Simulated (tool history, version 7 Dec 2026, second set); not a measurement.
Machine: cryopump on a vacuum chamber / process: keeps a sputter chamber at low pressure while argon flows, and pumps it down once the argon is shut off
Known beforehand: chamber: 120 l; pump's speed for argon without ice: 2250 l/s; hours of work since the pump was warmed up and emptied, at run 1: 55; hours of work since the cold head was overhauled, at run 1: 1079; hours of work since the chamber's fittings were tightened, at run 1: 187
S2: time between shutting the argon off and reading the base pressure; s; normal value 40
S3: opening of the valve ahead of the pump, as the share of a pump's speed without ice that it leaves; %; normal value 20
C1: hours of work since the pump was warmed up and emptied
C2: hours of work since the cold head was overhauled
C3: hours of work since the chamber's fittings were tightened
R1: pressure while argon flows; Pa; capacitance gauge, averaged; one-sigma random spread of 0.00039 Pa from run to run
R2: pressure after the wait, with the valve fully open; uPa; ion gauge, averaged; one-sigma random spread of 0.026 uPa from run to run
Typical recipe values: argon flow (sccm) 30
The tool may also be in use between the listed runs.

Run 1, day 0.000: usual settings; C1 55; C2 1079; C3 187. Result: R1 0.1135 Pa, R2 1.27 uPa.
Run 2, day 4.583: usual settings; C1 112; C2 1136; C3 243. Result: R1 0.1134 Pa, R2 1.28 uPa.
Run 3, day 7.233: usual settings; C1 144; C2 1168; C3 276. Result: R1 0.1140 Pa, R2 1.27 uPa.
Run 4, day 9.875: usual settings; C1 177; C2 1201; C3 308. Result: R1 0.1138 Pa, R2 1.26 uPa.
Run 5, day 13.625: usual settings; C1 223; C2 1247; C3 354. Result: R1 0.1147 Pa, R2 1.22 uPa.
Run 6, day 17.962: usual settings; C1 276; C2 1300; C3 407. Result: R1 0.1140 Pa, R2 1.34 uPa.
Run 7, day 22.621: usual settings; C1 333; C2 1357; C3 465. Result: R1 0.1150 Pa, R2 1.31 uPa.
Run 8, day 24.988: usual settings; C1 362; C2 1386; C3 494. Result: R1 0.1143 Pa, R2 1.34 uPa.
Run 9, day 29.300: usual settings; C1 415; C2 1439; C3 547. Result: R1 0.1153 Pa, R2 1.32 uPa.
Run 10, day 33.492: usual settings; C1 467; C2 1491; C3 598. Result: R1 0.1161 Pa, R2 1.39 uPa.
Run 11, day 36.712: usual settings but S2 43 s, S3 35 %; C1 506; C2 1530; C3 638. Result: R1 0.0671 Pa, R2 1.27 uPa.
Run 12, day 41.450: usual settings but S2 43 s, S3 35 %; C1 564; C2 1588; C3 696. Result: R1 0.0680 Pa, R2 1.26 uPa.
Run 13, day 43.638: usual settings but argon flow (sccm) 35, S2 21 s, S3 57 %; C1 591; C2 1615; C3 723. Result: R1 0.0505 Pa, R2 2.29 uPa.
Run 14, day 48.246: usual settings but argon flow (sccm) 26, S3 52 %; C1 648; C2 1672; C3 779. Result: R1 0.0405 Pa, R2 1.45 uPa.
Run 15, day 50.746: usual settings but argon flow (sccm) 39, S2 101 s, S3 23 %; C1 678; C2 1702; C3 810. Result: R1 0.1323 Pa, R2 0.79 uPa.
Run 16, day 53.138: usual settings but argon flow (sccm) 39, S2 101 s, S3 23 %; C1 708; C2 1732; C3 839. Result: R1 0.1327 Pa, R2 0.83 uPa.
Run 17, day 57.729: usual settings but argon flow (sccm) 39, S2 34 s, S3 23 %; C1 764; C2 1788; C3 896. Result: R1 0.1331 Pa, R2 1.68 uPa.
Run 18, day 60.133: usual settings but argon flow (sccm) 46, S2 34 s, S3 23 %; C1 794; C2 1818; C3 925. Result: R1 0.1574 Pa, R2 1.65 uPa.
Run 19, day 63.783: usual settings but argon flow (sccm) 32, S2 34 s, S3 19 %; C1 838; C2 1862; C3 970. Result: R1 0.1324 Pa, R2 1.67 uPa.
Run 20, day 65.767: usual settings but argon flow (sccm) 16, S2 39 s, S3 19 %; C1 863; C2 1887; C3 994. Result: R1 0.0656 Pa, R2 1.49 uPa.

3 ways to go on from here, each from the tool as it stands after run 20. What would each give?
Run A, day 68.233: usual settings but argon flow (sccm) 16, S2 131 s, S3 38 %; C1 893; C2 1917; C3 1025. Result: R1 ?, R2 ?.
Run B, day 68.233: usual settings but S3 58 %; C1 893; C2 1917; C3 1025. Result: R1 ?, R2 ?.
Run C, day 68.233: usual settings but S2 21 s, S3 30 %; C1 893; C2 1917; C3 1025. Result: R1 ?, R2 ?.

run      R1    R2
  A  0.0335  0.78
  B  0.0441  1.48
  C  0.0806  2.36
With no hidden state in the tool, these same runs would have given:
run      R1    R2
  A  0.0306  0.45
  B  0.0388  1.15
  C  0.0752  2.04
